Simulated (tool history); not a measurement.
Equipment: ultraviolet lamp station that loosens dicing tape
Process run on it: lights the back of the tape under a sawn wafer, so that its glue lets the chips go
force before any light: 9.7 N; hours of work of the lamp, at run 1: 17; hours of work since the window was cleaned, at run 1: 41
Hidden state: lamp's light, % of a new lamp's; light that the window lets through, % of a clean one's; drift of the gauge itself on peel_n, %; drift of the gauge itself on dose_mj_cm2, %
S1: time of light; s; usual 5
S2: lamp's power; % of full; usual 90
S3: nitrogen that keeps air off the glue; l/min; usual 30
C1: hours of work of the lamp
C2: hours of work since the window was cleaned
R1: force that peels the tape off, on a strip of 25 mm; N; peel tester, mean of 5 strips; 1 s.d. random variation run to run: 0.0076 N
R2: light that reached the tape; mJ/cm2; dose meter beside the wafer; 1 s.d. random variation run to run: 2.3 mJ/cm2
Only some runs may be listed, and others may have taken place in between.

run	hour	S1	S2	S3	C1	C2	R1	R2
1	0.0	5	90	30	17	41	0.292	231
2	13.1	5	90	30	23	47	0.309	231
3	19.6	5	97	30	25	49	0.283	249
4	27.6	5	97	30	29	53	0.275	252
5	42.0	5	75	30	35	59	0.430	194
6	52.5	5	75	30	39	63	0.434	191
7	59.3	5	90	30	42	66	0.315	228
8	72.3	5	90	30	47	71	0.312	228
9	88.1	5	90	30	54	78	0.322	230
10	102.5	5	90	30	60	84	0.313	229
11	110.3	3	90	30	63	87	0.846	136
12	121.4	3	90	30	68	92	0.862	139
13	128.8	4	90	30	71	95	0.476	179
14	141.5	5	90	11	76	101	0.685	223
15	150.7	5	75	30	80	104	0.427	187
16	164.3	5	71	30	86	110	0.492	176
17	178.1	5	61	30	92	116	0.708	150
18	193.4	2	90	30	98	122	1.920	90
19	200.5	8	90	10	101	125	0.300	353
# hour 202.4: window cleaned of glue's vapour
20	209.7	8	90	10	105	3	0.300	344
21	224.8	3	90	41	111	9	0.765	132
22	240.2	3	90	22	118	16	1.170	129

What does the tool deliver on the next run?
23	250.9	3	90	22	122	20	?	?

Run 23 yielded R1 1.195 N, R2 125 mJ/cm2.
Without the tool's hidden state the same run would have given R1 0.918 N, R2 144 mJ/cm2.

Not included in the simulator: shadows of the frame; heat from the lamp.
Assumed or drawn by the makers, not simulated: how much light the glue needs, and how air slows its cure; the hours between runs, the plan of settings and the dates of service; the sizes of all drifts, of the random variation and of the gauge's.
